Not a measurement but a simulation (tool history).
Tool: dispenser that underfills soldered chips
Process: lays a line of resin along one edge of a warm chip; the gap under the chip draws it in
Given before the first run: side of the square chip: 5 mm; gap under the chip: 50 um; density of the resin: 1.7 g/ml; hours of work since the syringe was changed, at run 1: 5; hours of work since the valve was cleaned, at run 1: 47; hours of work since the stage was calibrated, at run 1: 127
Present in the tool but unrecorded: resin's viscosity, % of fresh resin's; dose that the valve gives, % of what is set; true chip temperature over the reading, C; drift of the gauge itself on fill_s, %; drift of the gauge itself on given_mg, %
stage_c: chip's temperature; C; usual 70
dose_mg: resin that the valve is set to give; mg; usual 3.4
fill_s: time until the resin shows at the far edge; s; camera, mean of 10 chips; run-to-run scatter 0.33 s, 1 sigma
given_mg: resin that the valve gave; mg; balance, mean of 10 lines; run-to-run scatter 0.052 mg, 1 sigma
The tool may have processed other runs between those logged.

run	day	stage_c	dose_mg	hours of work since the syringe was changed	hours of work since the valve was cleaned	hours of work since the stage was calibrated	fill_s	given_mg
1	0	70	3.4	5	47	127	21.3	3.24
# day 0.05: new syringe of resin
2	0.3	70	4.03	4	52	131	18.9	3.87
# day 0.383: new syringe of resin
3	0.496	81	3.4	2	55	135	9.8	3.34
# day 0.717: new syringe of resin
4	0.717	81	3.4	0	58	138	7.8	3.24
5	0.875	70	3.24	3	61	141	18.8	3.02
# day 1.05: new syringe of resin
6	1.138	56	3.4	2	65	145	34.5	3.24
7	1.367	56	3.4	5	69	149	45.6	3.2
# day 1.4: new syringe of resin
8	1.579	56	4.14	3	73	152	38.4	3.9
# day 1.75: new syringe of resin
9	1.821	56	4.14	1	77	156	33.8	3.88
10	1.946	56	4.14	3	79	158	38.9	3.88
# day 2.083: new syringe of resin
11	2.196	70	3.4	2	83	162	16.7	3.24
# day 2.433: new syringe of resin
12	2.467	70	3.4	1	87	167	15.2	3.17
13	2.742	70	3.4	5	92	172	21.5	3.15
# day 2.775: new syringe of resin
14	2.908	55	3.4	2	94	174	39.2	3.17
# day 3.108: new syringe of resin
15	3.108	70	3.4	0	98	177	15.8	3.17
16	3.371	70	3.4	4	102	182	20.8	3.02
# day 3.446: new syringe of resin
17	3.658	70	3.4	4	107	187	18.7	3.1
# day 3.779: new syringe of resin
18	3.85	70	3.57	1	110	190	16.8	3.3
19	4.092	73	3.21	5	114	194	19.2	2.86
# day 4.125: new syringe of resin
20	4.312	63	3.52	3	118	197	27.6	3.21
# day 4.454: new syringe of resin
21	4.55	76	2.99	2	121	201	12.9	2.62
22	4.712	76	2.99	4	124	204	16	2.71
# day 4.792: new syringe of resin
23	5.017	76	2.99	4	129	209	15.6	2.74
# day 5.125: new syringe of resin
24	5.212	72	3.4	2	132	212	14.5	3.06
25	5.438	56	3.38	5	136	216	47.6	2.99
# day 5.475: new syringe of resin
# day 5.662: dispensing valve cleaned and set on the balance
26	5.758	82	3.27	4	2	220	11.2	3.25
# day 5.846: new syringe of resin
27	5.988	82	4.12	2	5	224	9.5	4
28	6.15	60	3.41	5	8	227	36	3.33
# day 6.188: new syringe of resin
29	6.358	60	3.41	3	11	230	30.8	3.25
# day 6.529: new syringe of resin
30	6.633	70	3.76	2	16	235	16.7	3.67
# day 6.862: new syringe of resin
31	6.912	57	4.07	1	20	239	31.6	3.96
32	7.142	57	4.07	5	24	243	41.4	3.94
# day 7.196: new syringe of resin
33	7.379	68	3.2	3	28	247	20.4	3.12
# day 7.529: new syringe of resin
34	7.688	68	4.34	3	33	252	20.1	4.17
35	7.808	64	4.34	5	35	254	28.5	4.17

Pick out some run-to-run changes in fill_s. Of each, how much would a tool without hidden state show as well, from the settings, what came in and chance, and how much is left for the hidden state and any gauge scatter not in both results compared?
Run 6 -> 7: no setting touched and nothing written in the log between the runs. fill_s +11.1 s: hidden state +11.3, all else -0.2.
Run 24 -> 25: stage_c 72 -> 56, dose_mg 3.4 -> 3.38. fill_s +33.1 s: hidden state +15.8, all else +17.3.
Run 25 -> 26: stage_c 56 -> 82, dose_mg 3.38 -> 3.27, new syringe of resin, dispensing valve cleaned and set on the balance. fill_s -36.4 s: hidden state -15, all else -21.4.
Run 27 -> 28: stage_c 82 -> 60, dose_mg 4.12 -> 3.41. fill_s +26.5 s: hidden state +10.8, all else +15.7.
